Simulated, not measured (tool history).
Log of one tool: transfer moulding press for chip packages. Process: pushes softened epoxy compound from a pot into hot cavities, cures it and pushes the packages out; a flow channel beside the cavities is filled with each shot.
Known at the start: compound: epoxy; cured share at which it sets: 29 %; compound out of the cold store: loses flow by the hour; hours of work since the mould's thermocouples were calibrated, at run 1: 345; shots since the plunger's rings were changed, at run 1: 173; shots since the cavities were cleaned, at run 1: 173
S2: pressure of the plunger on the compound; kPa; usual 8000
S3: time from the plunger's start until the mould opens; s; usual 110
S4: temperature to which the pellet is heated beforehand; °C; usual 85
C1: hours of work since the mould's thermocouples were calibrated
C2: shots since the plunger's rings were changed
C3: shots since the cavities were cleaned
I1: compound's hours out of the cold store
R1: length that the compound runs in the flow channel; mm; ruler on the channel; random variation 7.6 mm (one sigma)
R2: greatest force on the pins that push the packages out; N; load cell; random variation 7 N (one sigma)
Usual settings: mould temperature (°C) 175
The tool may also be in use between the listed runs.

Run 1, hour 0: usual settings; C1 345; C2 173; C3 173; I1 13.6. Result: R1 955 mm, R2 355 N.
Run 2, hour 28: usual settings but mould temperature (°C) 182; C1 363; C2 461; C3 461; I1 13.6. Result: R1 941 mm, R2 376 N.
Run 3, hour 56.5: usual settings but mould temperature (°C) 178; C1 382; C2 754; C3 754; I1 44.3. Result: R1 818 mm, R2 421 N.
At hour 71.2: cavities cleaned with cleaning compound and waxed.
Run 4, hour 89: usual settings but mould temperature (°C) 178, S3 101 s; C1 402; C2 1072; C3 183; I1 17.8. Result: R1 935 mm, R2 366 N.
At hour 110.5: mould's thermocouples calibrated.
Run 5, hour 124: usual settings but mould temperature (°C) 178, S3 101 s, S4 86 °C; C1 9; C2 1410; C3 521; I1 17.3. Result: R1 931 mm, R2 462 N.
At hour 160.2: cavities cleaned with cleaning compound and waxed.
Run 6, hour 181.6: usual settings but mould temperature (°C) 178, S3 101 s, S4 86 °C; C1 46; C2 1987; C3 220; I1 17.5. Result: R1 909 mm, R2 396 N.
Run 7, hour 237.1: usual settings but mould temperature (°C) 178, S3 101 s, S4 86 °C; C1 82; C2 2557; C3 790; I1 32.4. Result: R1 839 mm, R2 492 N.
At hour 248.3: cavities cleaned with cleaning compound and waxed.
Run 8, hour 276.1: usual settings but mould temperature (°C) 178, S3 101 s, S4 86 °C; C1 107; C2 2942; C3 285; I1 46.5. Result: R1 782 mm, R2 375 N.
Run 9, hour 304.9: usual settings but mould temperature (°C) 178, S3 101 s, S4 86 °C; C1 126; C2 3238; C3 581; I1 20.8. Result: R1 891 mm, R2 466 N.
At hour 338: cavities cleaned with cleaning compound and waxed.
Run 10, hour 360.7: usual settings; C1 161; C2 3796; C3 234; I1 44.7. Result: R1 787 mm, R2 374 N.
At hour 387.7: plunger's sealing rings changed.
Run 11, hour 412.6: usual settings; C1 194; C2 256; C3 742; I1 10.3. Result: R1 999 mm, R2 507 N.
At hour 427.9: cavities cleaned with cleaning compound and waxed.
Run 12, hour 454.8: usual settings; C1 220; C2 673; C3 276; I1 15.4. Result: R1 945 mm, R2 405 N.
Run 13, hour 496.6: usual settings; C1 248; C2 1103; C3 706; I1 17.8. Result: R1 935 mm, R2 499 N.
At hour 517.7: cavities cleaned with cleaning compound and waxed.
Run 14, hour 530.4: usual settings but S2 7470 kPa; C1 269; C2 1434; C3 130; I1 38.3. Result: R1 818 mm, R2 347 N.
Run 15, hour 572.9: usual settings but mould temperature (°C) 169, S2 7050 kPa, S4 78 °C; C1 297; C2 1871; C3 567; I1 39. Result: R1 800 mm, R2 651 N.
At hour 605: cavities cleaned with cleaning compound and waxed.
Run 16, hour 620.8: usual settings but mould temperature (°C) 183, S2 7050 kPa, S3 97 s, S4 86 °C; C1 327; C2 2348; C3 163; I1 39. Result: R1 763 mm, R2 311 N.
Run 17, hour 678.9: usual settings but mould temperature (°C) 176, S2 8170 kPa; C1 365; C2 2944; C3 759; I1 27.9. Result: R1 867 mm, R2 438 N.
At hour 692.6: cavities cleaned with cleaning compound and waxed.
Run 18, hour 704.9: usual settings but mould temperature (°C) 178, S2 7190 kPa, S4 81 °C; C1 382; C2 3195; C3 125; I1 38.4. Result: R1 776 mm, R2 304 N.
Run 19, hour 749.8: usual settings but mould temperature (°C) 169, S2 8540 kPa, S3 109 s, S4 88 °C; C1 411; C2 3657; C3 587; I1 47.9. Result: R1 808 mm, R2 610 N.
At hour 760.7: mould's thermocouples calibrated.
At hour 781: cavities cleaned with cleaning compound and waxed.
At hour 790.6: plunger's sealing rings changed.
Run 20, hour 799.2: usual settings but mould temperature (°C) 169, S2 8540 kPa, S3 109 s, S4 88 °C; C1 23; C2 88; C3 161; I1 29.4. Result: R1 946 mm, R2 528 N.
Run 21, hour 838.3: usual settings but mould temperature (°C) 172, S2 7140 kPa, S3 116 s; C1 48; C2 489; C3 562; I1 37. Result: R1 830 mm, R2 506 N.
At hour 871.5: cavities cleaned with cleaning compound and waxed.
Run 22, hour 871.5: usual settings but mould temperature (°C) 178, S2 9910 kPa, S3 121 s, S4 88 °C; C1 69; C2 815; C3 0; I1 24.1. Result: R1 993 mm, R2 238 N.
Run 23, hour 908.4: usual settings but mould temperature (°C) 180, S2 6460 kPa; C1 93; C2 1195; C3 380; I1 24.7. Result: R1 801 mm, R2 349 N.
Run 24, hour 944.4: usual settings but mould temperature (°C) 173, S2 7150 kPa; C1 117; C2 1564; C3 749; I1 15.7. Result: R1 902 mm, R2 563 N.
At hour 959.3: cavities cleaned with cleaning compound and waxed.
Run 25, hour 1001.8: usual settings but mould temperature (°C) 181; C1 154; C2 2138; C3 437; I1 22.2. Result: R1 886 mm, R2 381 N.
At hour 1045.6: cavities cleaned with cleaning compound and waxed.
Run 26, hour 1045.6: usual settings but mould temperature (°C) 176, S2 9970 kPa; C1 181; C2 2573; C3 0; I1 39.4. Result: R1 897 mm, R2 248 N.
Run 27, hour 1102.9: usual settings but mould temperature (°C) 172, S2 6530 kPa, S3 101 s, S4 86 °C; C1 219; C2 3162; C3 589; I1 39.8. Result: R1 748 mm, R2 622 N.

Forecast each of these 3 alternatives for the next run:
At hour 1132.2: cavities cleaned with cleaning compound and waxed.
Run A, hour 1161: usual settings but S4 80 °C; C1 256; C2 3742; C3 296; I1 43.2. Result: R1 ?, R2 ?.
At hour 1132.2: cavities cleaned with cleaning compound and waxed.
Run B, hour 1161: usual settings but mould temperature (°C) 172, S2 6530 kPa, S3 143 s, S4 90 °C; C1 256; C2 3742; C3 296; I1 25.6. Result: R1 ?, R2 ?.
At hour 1132.2: cavities cleaned with cleaning compound and waxed.
Run C, hour 1161: usual settings but S3 116 s, S4 80 °C; C1 256; C2 3742; C3 296; I1 33. Result: R1 ?, R2 ?.

run   R1   R2
  A  794  391
  B  790  364
  C  839  392
Without the tool's hidden state the same runs would have given:
run   R1   R2
  A  846  280
  B  842  259
  C  894  283
